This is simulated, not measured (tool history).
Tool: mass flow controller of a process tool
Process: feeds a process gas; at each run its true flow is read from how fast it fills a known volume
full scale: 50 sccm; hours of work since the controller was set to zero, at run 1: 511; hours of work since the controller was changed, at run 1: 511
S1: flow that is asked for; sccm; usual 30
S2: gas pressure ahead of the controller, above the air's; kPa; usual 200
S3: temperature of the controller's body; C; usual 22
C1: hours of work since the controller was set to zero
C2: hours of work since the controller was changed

{"run": 1, "hour": 0.0, "S1": 30, "S2": 200, "S3": 22, "C1": 511, "C2": 511, "true flow (%)": 99.42}
{"run": 2, "hour": 122.2, "S1": 30, "S2": 200, "S3": 22, "C1": 568, "C2": 568, "true flow (%)": 99.29}
{"run": 3, "hour": 367.0, "S1": 30, "S2": 200, "S3": 22, "C1": 684, "C2": 684, "true flow (%)": 99.39}
{"run": 4, "hour": 501.6, "S1": 30, "S2": 200, "S3": 22, "C1": 747, "C2": 747, "true flow (%)": 99.54}
{"run": 5, "hour": 736.6, "S1": 30, "S2": 200, "S3": 22, "C1": 858, "C2": 858, "true flow (%)": 99.56}
{"run": 6, "hour": 928.2, "S1": 30, "S2": 200, "S3": 22, "C1": 948, "C2": 948, "true flow (%)": 99.53}
{"run": 7, "hour": 1147.6, "S1": 30, "S2": 200, "S3": 22, "C1": 1052, "C2": 1052, "true flow (%)": 99.63}
{"run": 8, "hour": 1307.8, "S1": 30, "S2": 163, "S3": 22, "C1": 1127, "C2": 1127, "true flow (%)": 99.65}
{"run": 9, "hour": 1414.2, "S1": 30, "S2": 163, "S3": 22, "C1": 1177, "C2": 1177, "true flow (%)": 99.88}
{"run": 10, "hour": 1613.6, "S1": 30, "S2": 200, "S3": 22, "C1": 1271, "C2": 1271, "true flow (%)": 99.68}
{"run": 11, "hour": 1824.7, "S1": 30, "S2": 200, "S3": 22, "C1": 1371, "C2": 1371, "true flow (%)": 99.83}
{"run": 12, "hour": 2058.1, "S1": 30, "S2": 200, "S3": 22, "C1": 1481, "C2": 1481, "true flow (%)": 99.88}
{"run": 13, "hour": 2183.3, "S1": 30, "S2": 200, "S3": 22, "C1": 1540, "C2": 1540, "true flow (%)": 99.78}
{"run": 14, "hour": 2290.3, "S1": 30, "S2": 200, "S3": 22, "C1": 1590, "C2": 1590, "true flow (%)": 99.85}
{"run": 15, "hour": 2514.3, "S1": 30, "S2": 200, "S3": 22, "C1": 1696, "C2": 1696, "true flow (%)": 100}
{"run": 16, "hour": 2760.6, "S1": 30, "S2": 200, "S3": 22, "C1": 1812, "C2": 1812, "true flow (%)": 99.97}
{"run": 17, "hour": 2926.3, "S1": 30, "S2": 200, "S3": 22, "C1": 1890, "C2": 1890, "true flow (%)": 100.03}
{"run": 18, "hour": 3109.3, "S1": 30, "S2": 200, "S3": 22, "C1": 1977, "C2": 1977, "true flow (%)": 100.01}
{"run": 19, "hour": 3298.9, "S1": 30, "S2": 200, "S3": 22, "C1": 2066, "C2": 2066, "true flow (%)": 100.29}
{"run": 20, "hour": 3443.0, "S1": 30, "S2": 200, "S3": 22, "C1": 2134, "C2": 2134, "true flow (%)": 100.13}
{"run": 21, "hour": 3675.4, "S1": 30, "S2": 249, "S3": 22, "C1": 2244, "C2": 2244, "true flow (%)": 99.96}
{"run": 22, "hour": 3889.1, "S1": 30, "S2": 200, "S3": 22, "C1": 2344, "C2": 2344, "true flow (%)": 100.42}
{"run": 23, "hour": 4141.4, "S1": 30, "S2": 200, "S3": 22, "C1": 2463, "C2": 2463, "true flow (%)": 100.43}
{"run": 24, "hour": 4257.2, "S1": 30, "S2": 200, "S3": 22, "C1": 2518, "C2": 2518, "true flow (%)": 100.28}
{"run": 25, "hour": 4492.0, "S1": 14, "S2": 185, "S3": 23, "C1": 2629, "C2": 2629, "true flow (%)": 100.52}
{"run": 26, "hour": 4715.2, "S1": 14, "S2": 200, "S3": 32, "C1": 2734, "C2": 2734, "true flow (%)": 100.31}
{"run": 27, "hour": 4831.9, "S1": 7, "S2": 157, "S3": 23, "C1": 2789, "C2": 2789, "true flow (%)": 102.73}
{"run": 28, "hour": 4976.6, "S1": 7, "S2": 157, "S3": 23, "C1": 2857, "C2": 2857, "true flow (%)": 102.84}
{"run": 29, "hour": 5172.0, "S1": 8, "S2": 236, "S3": 25, "C1": 2949, "C2": 2949, "true flow (%)": 102.1}
{"run": 30, "hour": 5417.0, "S1": 11, "S2": 177, "S3": 31, "C1": 3065, "C2": 3065, "true flow (%)": 101.35}
{"run": 31, "hour": 5596.8, "S1": 10, "S2": 182, "S3": 21, "C1": 3149, "C2": 3149, "true flow (%)": 101.91}
{"run": 32, "hour": 5789.0, "S1": 10, "S2": 182, "S3": 21, "C1": 3240, "C2": 3240, "true flow (%)": 102.27}
{"run": 33, "hour": 5949.5, "S1": 10, "S2": 182, "S3": 22, "C1": 3316, "C2": 3316, "true flow (%)": 102.23}
{"run": 34, "hour": 6155.2, "S1": 10, "S2": 182, "S3": 21, "C1": 3413, "C2": 3413, "true flow (%)": 102.38}
{"run": 35, "hour": 6266.0, "S1": 10, "S2": 182, "S3": 21, "C1": 3465, "C2": 3465, "true flow (%)": 102.33}
{"run": 36, "hour": 6454.7, "S1": 10, "S2": 258, "S3": 21, "C1": 3554, "C2": 3554, "true flow (%)": 102.16}
{"run": 37, "hour": 6635.8, "S1": 10, "S2": 258, "S3": 21, "C1": 3639, "C2": 3639, "true flow (%)": 102.35}
{"run": 38, "hour": 6823.9, "S1": 26, "S2": 179, "S3": 21, "C1": 3728, "C2": 3728, "true flow (%)": 101.11}
{"run": 39, "hour": 6951.4, "S1": 26, "S2": 179, "S3": 21, "C1": 3788, "C2": 3788, "true flow (%)": 101.07}
{"run": 40, "hour": 7185.5, "S1": 17, "S2": 210, "S3": 36, "C1": 3899, "C2": 3899, "true flow (%)": 100.8}
{"run": 41, "hour": 7433.0, "S1": 44, "S2": 197, "S3": 38, "C1": 4015, "C2": 4015, "true flow (%)": 100.91}
{"run": 42, "hour": 7644.7, "S1": 30, "S2": 260, "S3": 22, "C1": 4115, "C2": 4115, "true flow (%)": 100.86}
{"run": 43, "hour": 7903.1, "S1": 8, "S2": 184, "S3": 22, "C1": 4237, "C2": 4237, "true flow (%)": 104.21}
{"run": 44, "hour": 8019.7, "S1": 18, "S2": 263, "S3": 33, "C1": 4292, "C2": 4292, "true flow (%)": 100.97}
{"run": 45, "hour": 8188.8, "S1": 8, "S2": 235, "S3": 22, "C1": 4372, "C2": 4372, "true flow (%)": 104.14}
{"run": 46, "hour": 8312.1, "S1": 20, "S2": 152, "S3": 22, "C1": 4430, "C2": 4430, "true flow (%)": 101.96}
{"run": 47, "hour": 8416.4, "S1": 36, "S2": 200, "S3": 34, "C1": 4479, "C2": 4479, "true flow (%)": 100.95}
{"run": 48, "hour": 8593.9, "S1": 36, "S2": 200, "S3": 34, "C1": 4563, "C2": 4563, "true flow (%)": 100.99}

Forecast each of these 4 alternatives for the next run:
{"hour": 8612.6, "done": "controller's zero set anew"}
{"run": "A", "hour": 8780.4, "S1": 28, "S2": 187, "S3": 33, "C1": 79, "C2": 4650, "true flow (%)": "?"}
{"hour": 8612.6, "done": "controller's zero set anew"}
{"run": "B", "hour": 8780.4, "S1": 36, "S2": 142, "S3": 21, "C1": 79, "C2": 4650, "true flow (%)": "?"}
{"hour": 8612.6, "done": "controller's zero set anew"}
{"run": "C", "hour": 8780.4, "S1": 6, "S2": 171, "S3": 22, "C1": 79, "C2": 4650, "true flow (%)": "?"}
{"hour": 8612.6, "done": "controller's zero set anew"}
{"run": "D", "hour": 8780.4, "S1": 36, "S2": 145, "S3": 32, "C1": 79, "C2": 4650, "true flow (%)": "?"}

run=A true_flow_(%)=99.48
run=B true_flow_(%)=100.47
run=C true_flow_(%)=99.11
run=D true_flow_(%)=100.1
Without the tool's hidden state the same runs would have given:
run=A true_flow_(%)=98.59
run=B true_flow_(%)=99.6
run=C true_flow_(%)=98.02
run=D true_flow_(%)=99.23
